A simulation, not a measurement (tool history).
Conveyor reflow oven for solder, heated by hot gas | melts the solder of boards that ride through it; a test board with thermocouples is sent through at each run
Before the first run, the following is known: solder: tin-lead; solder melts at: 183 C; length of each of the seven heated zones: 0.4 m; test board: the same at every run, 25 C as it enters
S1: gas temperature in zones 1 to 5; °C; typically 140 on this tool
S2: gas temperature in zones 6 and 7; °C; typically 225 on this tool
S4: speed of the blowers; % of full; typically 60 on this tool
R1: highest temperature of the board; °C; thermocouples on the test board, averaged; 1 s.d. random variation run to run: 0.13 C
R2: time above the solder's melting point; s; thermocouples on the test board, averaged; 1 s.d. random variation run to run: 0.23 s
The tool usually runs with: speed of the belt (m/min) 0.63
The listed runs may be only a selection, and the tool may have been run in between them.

{"run": 1, "hour": 0.0, "S1": 140, "S2": 225, "speed of the belt (m/min)": 0.63, "S4": 60, "R1": 213.3, "R2": 56.2}
{"run": 2, "hour": 4.0, "S1": 140, "S2": 225, "speed of the belt (m/min)": 0.674, "S4": 60, "R1": 211.7, "R2": 50.8}
{"run": 3, "hour": 11.9, "S1": 140, "S2": 225, "speed of the belt (m/min)": 0.691, "S4": 60, "R1": 210.9, "R2": 48.3}
{"run": 4, "hour": 19.5, "S1": 140, "S2": 225, "speed of the belt (m/min)": 0.691, "S4": 60, "R1": 211.1, "R2": 48.5}
{"run": 5, "hour": 23.2, "S1": 140, "S2": 225, "speed of the belt (m/min)": 0.63, "S4": 60, "R1": 213.5, "R2": 56.1}
{"run": 6, "hour": 28.2, "S1": 143, "S2": 225, "speed of the belt (m/min)": 0.63, "S4": 60, "R1": 214, "R2": 57.6}
{"run": 7, "hour": 33.8, "S1": 143, "S2": 225, "speed of the belt (m/min)": 0.63, "S4": 60, "R1": 213.9, "R2": 57.3}
{"run": 8, "hour": 40.9, "S1": 140, "S2": 225, "speed of the belt (m/min)": 0.63, "S4": 60, "R1": 213.6, "R2": 55.6}

Expected results for the next run?
{"run": 9, "hour": 46.1, "S1": 140, "S2": 225, "speed of the belt (m/min)": 0.63, "S4": 60, "R1": "?", "R2": "?"}

Run 9 yielded R1 213.2 °C, R2 56.2 s.
If the tool had no hidden condition, the same run with the same run-to-run variation would have returned R1 213.2 °C, R2 56.2 s.
